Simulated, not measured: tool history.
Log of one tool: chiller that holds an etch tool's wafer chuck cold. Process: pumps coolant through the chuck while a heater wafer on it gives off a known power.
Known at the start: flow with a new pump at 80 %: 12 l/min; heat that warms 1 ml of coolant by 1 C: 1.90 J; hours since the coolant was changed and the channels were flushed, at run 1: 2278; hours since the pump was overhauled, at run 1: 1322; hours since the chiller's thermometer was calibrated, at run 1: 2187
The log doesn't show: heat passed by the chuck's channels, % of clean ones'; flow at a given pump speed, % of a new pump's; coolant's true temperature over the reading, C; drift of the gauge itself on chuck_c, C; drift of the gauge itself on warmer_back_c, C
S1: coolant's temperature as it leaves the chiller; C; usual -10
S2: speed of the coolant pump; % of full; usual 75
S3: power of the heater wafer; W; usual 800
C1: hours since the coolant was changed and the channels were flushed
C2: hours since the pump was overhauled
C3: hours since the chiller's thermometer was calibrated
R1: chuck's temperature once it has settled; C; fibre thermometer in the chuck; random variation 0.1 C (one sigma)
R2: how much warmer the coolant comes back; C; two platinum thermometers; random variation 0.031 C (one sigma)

run,hour,S1,S2,S3,C1,C2,C3,R1,R2
1,0,-10,75,800,2278,1322,2187,-3.8,2.37
2,14.8,-10,75,800,2293,1337,2202,-4,2.36
3,28.9,-10,75,635,2307,1351,2216,-5,1.89
4,58.6,-10,75,800,2337,1381,2246,-3.7,2.34
5,77.5,-10,75,800,2356,1400,2265,-3.7,2.41
6,93.3,-10,73,800,2372,1416,2281,-3.8,2.45
7,117.9,-10,73,800,2396,1440,2305,-3.7,2.43
8,145.9,-10,73,800,2424,1468,2333,-3.5,2.39
9,168.7,-10,73,800,2447,1491,2356,-3.6,2.45
10,189.5,-10,73,800,2468,1512,2377,-3.7,2.51
11,219.3,-10,75,1104,2498,1542,2407,-1.3,3.26
12,246.3,-13,75,800,2525,1569,2434,-6.6,2.38
13,267.6,-13,75,800,2546,1590,2455,-6.7,2.39
14,301.4,-13,75,800,2580,1624,2489,-6.6,2.37
15,322.1,-2,75,800,2601,1644,2510,4.3,2.39
16,340.7,-17,79,669,2619,1663,2528,-11.9,1.88
17,362.7,-17,79,669,2641,1685,2550,-11.8,1.91
18,392.3,-17,78,444,2671,1715,2580,-13.5,1.3
19,410.8,-16,87,885,2689,1733,2598,-9.9,2.21
20,427.7,-13,73,800,2706,1750,2615,-6.6,2.49
21,445.9,-8,75,800,2724,1768,2633,-1.8,2.38
22,475,-8,75,800,2753,1797,2662,-1.3,2.36
23,496.7,-8,75,800,2775,1819,2684,-1.6,2.4
24,520.9,-19,75,530,2799,1843,2708,-14.6,1.55
25,553.1,-20,92,811,2832,1875,2740,-14.2,1.92
26,581.4,0,80,1188,2860,1904,2769,9.1,3.29
27,604,-6,80,1188,2882,1926,2791,3.1,3.29
28,630.1,-10,67,643,2909,1952,2817,-4.4,2.25
29,649.2,-10,67,643,2928,1972,2837,-4.4,2.2

Measured less the same run without the tool's hidden state. The same run-to-run variation is in both; the gauge's scatter may not be:
run,R1,R2
1,+0.6,+0.09
2,+0.6,+0.09
3,+0.6,+0.07
4,+0.7,+0.09
5,+0.6,+0.1
6,+0.6,+0.1
7,+0.6,+0.1
8,+0.7,+0.1
9,+0.6,+0.1
10,+0.6,+0.11
11,+0.7,+0.14
12,+0.7,+0.11
13,+0.7,+0.11
14,+0.7,+0.11
15,+0.7,+0.11
16,+0.6,+0.08
17,+0.6,+0.09
18,+0.6,+0.06
19,+0.7,+0.1
20,+0.7,+0.12
21,+0.7,+0.12
22,+0.8,+0.12
23,+0.8,+0.12
24,+0.6,+0.08
25,+0.8,+0.1
26,+1,+0.18
27,+1,+0.18
28,+0.7,+0.12
29,+0.7,+0.12
